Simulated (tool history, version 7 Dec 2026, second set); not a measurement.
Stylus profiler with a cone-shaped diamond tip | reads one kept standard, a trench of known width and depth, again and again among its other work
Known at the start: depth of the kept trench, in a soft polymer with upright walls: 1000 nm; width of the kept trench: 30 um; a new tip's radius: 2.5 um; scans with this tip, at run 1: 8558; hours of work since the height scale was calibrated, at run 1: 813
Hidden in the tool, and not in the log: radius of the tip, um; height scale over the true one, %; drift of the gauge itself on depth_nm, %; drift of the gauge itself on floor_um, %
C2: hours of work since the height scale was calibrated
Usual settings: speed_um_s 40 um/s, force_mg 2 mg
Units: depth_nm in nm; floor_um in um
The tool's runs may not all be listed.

{"run": 1, "hour": 0.0, "speed_um_s": 40, "force_mg": 2, "scans with this tip": 8558, "C2": 813, "depth_nm": 1013.92, "floor_um": 24.14}
{"run": 2, "hour": 76.9, "speed_um_s": 40, "force_mg": 3, "scans with this tip": 9145, "C2": 869, "depth_nm": 1017.46, "floor_um": 24.05}
{"run": 3, "hour": 141.6, "speed_um_s": 40, "force_mg": 3, "scans with this tip": 9639, "C2": 916, "depth_nm": 1017.32, "floor_um": 24.01}
{"hour": 203.9, "done": "new tip fitted, height scale calibrated"}
{"run": 4, "hour": 203.9, "speed_um_s": 40, "force_mg": 3, "scans with this tip": 0, "C2": 0, "depth_nm": 1015.03, "floor_um": 25.84}
{"run": 5, "hour": 328.5, "speed_um_s": 40, "force_mg": 0.74, "scans with this tip": 951, "C2": 90, "depth_nm": 1005.89, "floor_um": 25.45}
{"run": 6, "hour": 434.3, "speed_um_s": 40, "force_mg": 2, "scans with this tip": 1759, "C2": 167, "depth_nm": 1011.12, "floor_um": 25.35}
{"run": 7, "hour": 553.9, "speed_um_s": 40, "force_mg": 2, "scans with this tip": 2672, "C2": 254, "depth_nm": 1011.43, "floor_um": 25.16}
{"run": 8, "hour": 687.4, "speed_um_s": 12, "force_mg": 2, "scans with this tip": 3692, "C2": 351, "depth_nm": 1011.86, "floor_um": 25.08}
{"run": 9, "hour": 819.9, "speed_um_s": 12, "force_mg": 2, "scans with this tip": 4704, "C2": 447, "depth_nm": 1012.21, "floor_um": 24.96}
{"run": 10, "hour": 917.1, "speed_um_s": 12, "force_mg": 0.91, "scans with this tip": 5446, "C2": 517, "depth_nm": 1007.66, "floor_um": 24.74}
{"run": 11, "hour": 1022.0, "speed_um_s": 40, "force_mg": 2, "scans with this tip": 6247, "C2": 593, "depth_nm": 1012.46, "floor_um": 24.5}
{"run": 12, "hour": 1115.3, "speed_um_s": 40, "force_mg": 2, "scans with this tip": 6960, "C2": 661, "depth_nm": 1012.9, "floor_um": 24.36}
{"run": 13, "hour": 1174.0, "speed_um_s": 40, "force_mg": 2, "scans with this tip": 7408, "C2": 704, "depth_nm": 1012.88, "floor_um": 24.26}
{"run": 14, "hour": 1243.9, "speed_um_s": 40, "force_mg": 0.93, "scans with this tip": 7942, "C2": 754, "depth_nm": 1008.59, "floor_um": 24.13}
{"run": 15, "hour": 1378.9, "speed_um_s": 40, "force_mg": 0.93, "scans with this tip": 8973, "C2": 852, "depth_nm": 1008.87, "floor_um": 23.99}
{"run": 16, "hour": 1438.5, "speed_um_s": 108, "force_mg": 1.21, "scans with this tip": 9428, "C2": 895, "depth_nm": 1009.87, "floor_um": 23.56}
{"hour": 1527.9, "done": "new tip fitted, height scale calibrated"}
{"run": 17, "hour": 1569.2, "speed_um_s": 133, "force_mg": 1.14, "scans with this tip": 316, "C2": 30, "depth_nm": 1008.39, "floor_um": 25.29}
{"run": 18, "hour": 1678.7, "speed_um_s": 53, "force_mg": 0.71, "scans with this tip": 1152, "C2": 109, "depth_nm": 1006.45, "floor_um": 25.4}
{"run": 19, "hour": 1739.3, "speed_um_s": 48, "force_mg": 3.79, "scans with this tip": 1615, "C2": 153, "depth_nm": 1018.06, "floor_um": 25.55}
{"run": 20, "hour": 1836.6, "speed_um_s": 48, "force_mg": 3.79, "scans with this tip": 2358, "C2": 224, "depth_nm": 1018.29, "floor_um": 25.4}
{"run": 21, "hour": 1893.8, "speed_um_s": 48, "force_mg": 3.79, "scans with this tip": 2795, "C2": 265, "depth_nm": 1018.52, "floor_um": 25.29}
{"run": 22, "hour": 2012.7, "speed_um_s": 40, "force_mg": 1.06, "scans with this tip": 3702, "C2": 352, "depth_nm": 1008.98, "floor_um": 25.08}
{"run": 23, "hour": 2082.0, "speed_um_s": 42, "force_mg": 4.06, "scans with this tip": 4232, "C2": 402, "depth_nm": 1019.67, "floor_um": 25.01}
{"run": 24, "hour": 2155.8, "speed_um_s": 42, "force_mg": 4.06, "scans with this tip": 4796, "C2": 455, "depth_nm": 1020.15, "floor_um": 24.91}
{"run": 25, "hour": 2211.5, "speed_um_s": 38, "force_mg": 4.63, "scans with this tip": 5221, "C2": 496, "depth_nm": 1021.75, "floor_um": 24.9}
{"run": 26, "hour": 2344.4, "speed_um_s": 90, "force_mg": 1.9, "scans with this tip": 6236, "C2": 592, "depth_nm": 1012.94, "floor_um": 24.33}
{"run": 27, "hour": 2424.8, "speed_um_s": 69, "force_mg": 0.68, "scans with this tip": 6849, "C2": 651, "depth_nm": 1007.95, "floor_um": 24.15}
{"run": 28, "hour": 2494.1, "speed_um_s": 57, "force_mg": 2, "scans with this tip": 7379, "C2": 701, "depth_nm": 1013.57, "floor_um": 24.32}
{"run": 29, "hour": 2570.5, "speed_um_s": 107, "force_mg": 2.36, "scans with this tip": 7962, "C2": 756, "depth_nm": 1015.7, "floor_um": 23.96}
{"run": 30, "hour": 2702.8, "speed_um_s": 107, "force_mg": 2.36, "scans with this tip": 8972, "C2": 852, "depth_nm": 1015.95, "floor_um": 23.92}

5 ways to go on from here, each from the tool as it stands after run 30. What would each give?
{"run": "A", "hour": 2812.2, "speed_um_s": 58, "force_mg": 2, "scans with this tip": 9808, "C2": 932, "depth_nm": "?", "floor_um": "?"}
{"run": "B", "hour": 2812.2, "speed_um_s": 47, "force_mg": 3.57, "scans with this tip": 9808, "C2": 932, "depth_nm": "?", "floor_um": "?"}
{"run": "C", "hour": 2812.2, "speed_um_s": 107, "force_mg": 2.36, "scans with this tip": 9808, "C2": 932, "depth_nm": "?", "floor_um": "?"}
{"run": "D", "hour": 2812.2, "speed_um_s": 50, "force_mg": 2.63, "scans with this tip": 9808, "C2": 932, "depth_nm": "?", "floor_um": "?"}
{"run": "E", "hour": 2812.2, "speed_um_s": 21, "force_mg": 1.1, "scans with this tip": 9808, "C2": 932, "depth_nm": "?", "floor_um": "?"}

run=A depth_nm=1014.59 floor_um=23.94
run=B depth_nm=1019.97 floor_um=24.03
run=C depth_nm=1015.66 floor_um=23.73
run=D depth_nm=1016.75 floor_um=23.91
run=E depth_nm=1010.73 floor_um=24.04
Without the tool's hidden state the same runs would have given:
run=A depth_nm=1011.27 floor_um=25.79
run=B depth_nm=1016.63 floor_um=25.89
run=C depth_nm=1012.34 floor_um=25.59
run=D depth_nm=1013.42 floor_um=25.77
run=E depth_nm=1007.42 floor_um=25.9

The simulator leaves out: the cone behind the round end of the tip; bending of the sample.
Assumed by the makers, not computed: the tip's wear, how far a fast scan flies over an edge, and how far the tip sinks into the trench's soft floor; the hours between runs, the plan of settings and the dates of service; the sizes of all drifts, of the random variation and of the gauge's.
